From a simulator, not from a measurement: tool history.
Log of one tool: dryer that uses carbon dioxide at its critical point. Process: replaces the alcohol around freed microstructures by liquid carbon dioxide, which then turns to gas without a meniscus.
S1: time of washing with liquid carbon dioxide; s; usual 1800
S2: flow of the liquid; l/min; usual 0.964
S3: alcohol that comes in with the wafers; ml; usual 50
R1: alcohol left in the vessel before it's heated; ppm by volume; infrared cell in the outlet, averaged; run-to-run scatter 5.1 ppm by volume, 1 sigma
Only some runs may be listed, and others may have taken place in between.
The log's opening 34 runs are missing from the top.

run	hour	S1	S2	S3	R1
35	309.7	1260	0.964	62	458
36	323.6	1800	1.182	89	75
37	329.5	2880	0.964	50	39
38	341.4	2100	0.964	26	59
39	348.1	1140	0.58	110	4134
40	354.5	1140	0.743	62	1297
41	364.8	1140	0.743	62	1338
42	373.1	2220	1.535	51	38
43	383.4	2700	0.964	35	52
44	396.6	1740	0.912	50	154
45	410.5	1740	0.912	50	170
46	417.5	1740	0.912	50	156
47	429.4	1740	0.912	50	161

What if the next run were any one of these 4? Each begins from the tool's condition after run 47:
A	437.5	1260	0.964	57	?
B	437.5	2280	0.69	50	?
C	437.5	2100	0.964	50	?
D	437.5	1800	0.964	40	?

run	R1
A	453
B	169
C	85
D	107
With the hidden condition removed and each run's random variation left untouched, the same runs would have given:
run	R1
A	334
B	100
C	34
D	50
